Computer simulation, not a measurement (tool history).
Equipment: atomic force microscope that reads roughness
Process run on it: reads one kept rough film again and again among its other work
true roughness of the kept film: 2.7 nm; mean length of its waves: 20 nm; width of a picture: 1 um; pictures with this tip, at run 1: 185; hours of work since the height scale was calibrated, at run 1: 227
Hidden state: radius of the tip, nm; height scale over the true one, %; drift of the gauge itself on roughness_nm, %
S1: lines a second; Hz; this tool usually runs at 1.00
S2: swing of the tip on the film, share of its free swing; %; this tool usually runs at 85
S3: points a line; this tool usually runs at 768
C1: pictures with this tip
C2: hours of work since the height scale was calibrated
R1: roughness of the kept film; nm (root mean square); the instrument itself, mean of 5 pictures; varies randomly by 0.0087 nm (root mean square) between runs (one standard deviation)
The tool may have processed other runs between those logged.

| run | hour | S1 | S2 | S3 | C1 | C2 | R1 |
|---|---|---|---|---|---|---|---|
| 1 | 0.0 | 1.00 | 85 | 768 | 185 | 227 | 1.915 |
| 2 | 6.3 | 1.00 | 81 | 768 | 198 | 232 | 1.956 |
| 3 | 12.2 | 1.00 | 81 | 768 | 210 | 236 | 1.946 |
| 4 | 20.7 | 1.00 | 81 | 768 | 226 | 243 | 1.953 |
| 5 | 28.6 | 1.00 | 81 | 768 | 242 | 249 | 1.944 |
| 6 | 35.2 | 1.00 | 81 | 768 | 256 | 254 | 1.949 |
| 7 | 43.4 | 1.00 | 81 | 768 | 272 | 260 | 1.950 |
| 8 | 50.8 | 1.00 | 81 | 768 | 287 | 266 | 1.955 |
|  | 55.9 | new tip fitted |
| 9 | 57.2 | 1.00 | 85 | 353 | 2 | 270 | 1.905 |
| 10 | 66.9 | 1.00 | 85 | 353 | 22 | 278 | 1.899 |
| 11 | 74.6 | 1.00 | 71 | 768 | 37 | 284 | 2.015 |
| 12 | 78.7 | 1.64 | 85 | 768 | 46 | 287 | 1.813 |
| 13 | 87.3 | 1.00 | 85 | 333 | 63 | 293 | 1.885 |
| 14 | 95.9 | 1.00 | 85 | 333 | 80 | 300 | 1.899 |
| 15 | 103.6 | 1.00 | 85 | 333 | 95 | 306 | 1.895 |
| 16 | 108.0 | 0.63 | 85 | 768 | 104 | 309 | 1.988 |
| 17 | 117.0 | 0.63 | 85 | 768 | 122 | 316 | 1.981 |
| 18 | 123.3 | 0.63 | 85 | 768 | 135 | 321 | 1.987 |
| 19 | 131.4 | 0.63 | 85 | 768 | 151 | 327 | 1.980 |
| 20 | 140.1 | 1.00 | 85 | 382 | 168 | 334 | 1.899 |
| 21 | 145.2 | 1.00 | 85 | 382 | 179 | 338 | 1.894 |
| 22 | 154.5 | 1.00 | 85 | 382 | 197 | 345 | 1.887 |
| 23 | 162.6 | 1.00 | 85 | 768 | 214 | 351 | 1.919 |
| 24 | 167.6 | 1.00 | 85 | 422 | 223 | 355 | 1.900 |
| 25 | 174.4 | 1.00 | 85 | 422 | 237 | 360 | 1.893 |
| 26 | 178.6 | 2.36 | 84 | 535 | 245 | 363 | 1.706 |
| 27 | 187.4 | 2.36 | 84 | 535 | 263 | 370 | 1.717 |
| 28 | 197.1 | 1.00 | 86 | 768 | 282 | 378 | 1.918 |
| 29 | 202.9 | 1.00 | 86 | 768 | 294 | 382 | 1.899 |
|  | 203.8 | new tip fitted |
| 30 | 212.8 | 3.14 | 63 | 768 | 18 | 389 | 1.947 |
| 31 | 221.6 | 3.14 | 63 | 768 | 36 | 396 | 1.921 |
| 32 | 227.5 | 3.79 | 79 | 692 | 47 | 401 | 1.636 |
| 33 | 232.1 | 1.00 | 85 | 435 | 56 | 404 | 1.915 |
| 34 | 240.6 | 1.00 | 59 | 501 | 74 | 411 | 2.061 |
| 35 | 248.6 | 1.30 | 70 | 434 | 90 | 417 | 1.985 |
| 36 | 258.0 | 0.90 | 85 | 290 | 108 | 424 | 1.892 |
| 37 | 265.1 | 0.66 | 68 | 768 | 123 | 429 | 2.047 |
| 38 | 274.9 | 0.66 | 68 | 768 | 142 | 437 | 2.067 |
| 39 | 282.6 | 0.66 | 68 | 399 | 158 | 443 | 2.029 |
| 40 | 287.3 | 0.79 | 85 | 990 | 167 | 446 | 1.956 |
| 41 | 293.8 | 0.79 | 85 | 990 | 180 | 451 | 1.961 |
| 42 | 298.0 | 2.93 | 85 | 424 | 189 | 455 | 1.611 |
| 43 | 307.6 | 2.93 | 85 | 424 | 208 | 462 | 1.623 |
| 44 | 313.5 | 2.93 | 85 | 424 | 219 | 466 | 1.603 |
| 45 | 319.5 | 0.53 | 86 | 768 | 231 | 471 | 1.998 |
| 46 | 324.3 | 0.53 | 86 | 768 | 241 | 475 | 2.006 |
| 47 | 329.3 | 2.32 | 75 | 328 | 251 | 479 | 1.828 |
| 48 | 335.5 | 2.32 | 75 | 328 | 263 | 483 | 1.806 |
| 49 | 344.1 | 1.00 | 88 | 768 | 281 | 490 | 1.895 |

Hidden condition of the tool, last listed run before each entry between runs versus first listed run after:
After run 8, before run 9: new tip fitted (hour 55.9)
  radius of the tip, nm: 10.2 -> 10
After run 29, before run 30: new tip fitted (hour 203.8)
  radius of the tip, nm: 10.2 -> 10
